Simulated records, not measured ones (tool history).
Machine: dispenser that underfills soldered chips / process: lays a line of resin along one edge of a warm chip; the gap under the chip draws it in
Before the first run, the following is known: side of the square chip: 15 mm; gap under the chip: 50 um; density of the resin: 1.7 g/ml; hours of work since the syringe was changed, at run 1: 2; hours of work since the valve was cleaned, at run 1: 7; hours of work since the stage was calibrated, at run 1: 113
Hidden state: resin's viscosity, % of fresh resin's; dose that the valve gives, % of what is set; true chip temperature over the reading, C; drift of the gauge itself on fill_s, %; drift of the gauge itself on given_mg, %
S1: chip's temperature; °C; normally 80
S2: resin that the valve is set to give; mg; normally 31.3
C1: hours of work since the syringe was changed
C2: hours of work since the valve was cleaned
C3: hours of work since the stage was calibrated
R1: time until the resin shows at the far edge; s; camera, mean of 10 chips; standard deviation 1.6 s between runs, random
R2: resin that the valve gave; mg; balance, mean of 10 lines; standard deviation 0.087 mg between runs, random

run,day,S1,S2,C1,C2,C3,R1,R2
1,0.000,80,31.3,2,7,113,178.6,30.93
2,0.183,80,38.8,5,11,116,231.9,38.19
# day 0.212: new syringe of resin
3,0.400,80,33.3,4,15,120,201.3,32.77
# day 0.512: new syringe of resin
4,0.608,80,33.3,2,18,124,177.6,32.76
5,0.712,80,33.3,4,20,126,211.3,32.68
# day 0.821: new syringe of resin
6,0.962,75,31.3,3,25,130,222.1,30.64
# day 1.138: new syringe of resin
7,1.208,80,31.3,1,29,135,171.0,30.30
8,1.404,80,31.3,5,33,139,229.0,30.24
# day 1.438: new syringe of resin
9,1.658,80,31.3,4,38,143,218.4,30.12
# day 1.746: new syringe of resin
10,1.904,80,31.3,3,42,148,191.8,30.12
# day 2.050: new syringe of resin
11,2.092,80,31.3,1,45,151,157.1,29.94
12,2.217,80,31.3,3,48,153,192.7,29.81
# day 2.358: new syringe of resin
13,2.488,80,31.3,2,53,158,184.6,29.65
14,2.633,80,31.3,5,55,161,233.1,29.69
# day 2.667: new syringe of resin
15,2.904,80,31.3,4,60,166,225.8,29.41
# day 2.967: new syringe of resin
# day 3.008: dispensing valve cleaned and set on the balance
16,3.129,80,37.7,2,2,169,181.1,37.54
# day 3.312: new syringe of resin
17,3.312,80,37.7,0,6,172,147.7,37.40
18,3.533,84,39.4,4,10,177,183.7,38.91
# day 3.625: new syringe of resin
19,3.692,92,27.4,1,12,179,117.2,27.07
# day 3.938: new syringe of resin
20,3.942,79,34.0,0,17,184,156.2,33.32
21,4.158,71,27.2,4,21,188,304.3,26.55
# day 4.254: new syringe of resin
22,4.429,88,39.0,3,26,193,147.9,37.95
# day 4.567: new syringe of resin
23,4.604,78,29.5,1,29,196,170.4,28.52
24,4.829,78,29.5,5,33,200,246.4,28.69
# day 4.867: new syringe of resin
25,4.950,88,36.9,2,35,202,130.3,35.39
# day 5.167: new syringe of resin
26,5.217,93,28.0,1,40,207,109.2,26.89
27,5.408,70,34.8,5,44,211,307.7,33.35
# day 5.483: new syringe of resin
28,5.642,82,37.6,3,48,215,177.0,36.00
# day 5.783: new syringe of resin
29,5.883,81,33.8,2,52,219,164.5,32.12
30,6.025,81,33.8,5,55,222,207.4,32.04
# day 6.096: new syringe of resin
31,6.208,74,35.0,2,58,225,212.8,32.96
# day 6.412: dispensing valve cleaned and set on the balance
# day 6.446: new syringe of resin
32,6.504,74,35.0,1,2,230,195.9,34.87
33,6.683,74,35.0,4,5,233,263.0,35.01
# day 6.754: new syringe of resin
34,6.829,74,35.0,1,7,236,203.3,34.91

A few steps of R1 between consecutive runs. Split each: what settings, incoming material and random variation would produce without the hidden state, and what is left over for the hidden state, along with gauge scatter present in only one of the two compared results (measured, and without hidden state):
Run 20 -> 21: S1 79 -> 71, S2 34.0 -> 27.2. R1 +148.1 s: hidden state +86.7, all else +61.4.
Run 21 -> 22: S1 71 -> 88, S2 27.2 -> 39.0, new syringe of resin. R1 -156.4 s: hidden state -51.2, all else -105.2.
Run 23 -> 24: settings left as they were, no log entry in between. R1 +76.0 s: hidden state +73.5, all else +2.5.
Run 26 -> 27: S1 93 -> 70, S2 28.0 -> 34.8. R1 +198.5 s: hidden state +83.6, all else +114.9.

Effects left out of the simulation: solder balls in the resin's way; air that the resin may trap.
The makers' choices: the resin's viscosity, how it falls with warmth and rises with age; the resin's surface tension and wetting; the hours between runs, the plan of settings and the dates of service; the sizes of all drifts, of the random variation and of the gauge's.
